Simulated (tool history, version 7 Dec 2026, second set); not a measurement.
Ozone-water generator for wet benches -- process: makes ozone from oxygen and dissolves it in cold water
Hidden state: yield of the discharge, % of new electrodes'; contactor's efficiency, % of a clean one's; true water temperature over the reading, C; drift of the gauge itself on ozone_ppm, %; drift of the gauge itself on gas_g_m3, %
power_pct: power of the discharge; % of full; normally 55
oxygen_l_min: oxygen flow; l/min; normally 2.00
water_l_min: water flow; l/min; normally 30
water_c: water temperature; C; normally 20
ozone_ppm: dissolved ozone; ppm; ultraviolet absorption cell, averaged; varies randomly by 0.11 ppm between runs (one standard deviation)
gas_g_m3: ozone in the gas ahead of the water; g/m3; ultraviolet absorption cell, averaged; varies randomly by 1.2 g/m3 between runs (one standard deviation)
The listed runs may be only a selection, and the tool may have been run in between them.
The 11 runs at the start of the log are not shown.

run   hour  power_pct  oxygen_l_min  water_l_min  water_c  hours of work since the electrodes were changed  hours of work since the contactor was cleaned  hours of work since the thermometer was calibrated  ozone_ppm  gas_g_m3
 12  283.4         55          2.00           30       20                                              734                                           3251                                                 113        6.7     208.4
 13  305.7         55          3.00           30       20                                              748                                           3265                                                 127        7.9     177.2
 14  337.8         55          3.00           30       20                                              768                                           3285                                                 147        7.8     176.2
 15  363.6         55          3.00           30       23                                              784                                           3301                                                 163        7.9     176.3
 16  391.0         55          3.00           30       23                                              801                                           3318                                                 180        7.8     177.9
 17  417.9         55          3.00           30       23                                              818                                           3335                                                 196        7.9     176.1
 18  438.9         59          2.22           39       27                                              831                                           3348                                                 209        5.4     207.2
 19  469.7         59          2.22           39       27                                              850                                           3367                                                 228        5.3     209.3
 20  496.5         59          2.22           39       27                                              867                                           3384                                                 245        5.5     210.5
 21  524.0         59          2.22           26       21                                              884                                           3401                                                 262        8.6     209.2
 22  554.4         59          2.22           26       21                                              903                                           3420                                                 281        8.4     206.0
 23  584.1         59          2.22           26       21                                              921                                           3438                                                 300        8.5     207.7
 24  602.3         66          1.20           26       21                                              932                                           3450                                                 311        6.9     282.4
 25  622.2         49          1.21           26       21                                              945                                           3462                                                 323        5.8     227.6
 26  653.5         49          1.21           19       21                                              964                                           3481                                                 343        8.1     224.2
 27  685.1         55          3.09           40       27                                              984                                           3501                                                 362        5.6     174.5
 28  715.9         51          2.76           44       26                                             1003                                           3520                                                 381        4.8     172.2
 29  747.5         52          1.01           44       26                                             1022                                           3540                                                 401        2.6     252.9
 30  771.8         98          1.51           45       14                                             1038                                           3555                                                 416        5.7     338.8
 31  791.5         78          1.75           30       20                                             1050                                           3567                                                 428        7.9     273.1

Branching from run 31: 3 alternative next runs. What would each branch give?
  A  808.2         46          2.00           33       20                                             1060                                           3577                                                 439          ?         ?
  B  808.2         90          1.33           30       20                                             1060                                           3577                                                 439          ?         ?
  C  808.2         50          1.75           30       21                                             1060                                           3577                                                 439          ?         ?

run  ozone_ppm  gas_g_m3
  A        5.4     179.8
  B        7.8     332.0
  C        5.8     201.5
Had the tool no hidden state, the same runs would have come out as:
run  ozone_ppm  gas_g_m3
  A        5.4     185.0
  B        7.8     341.7
  C        5.8     207.3
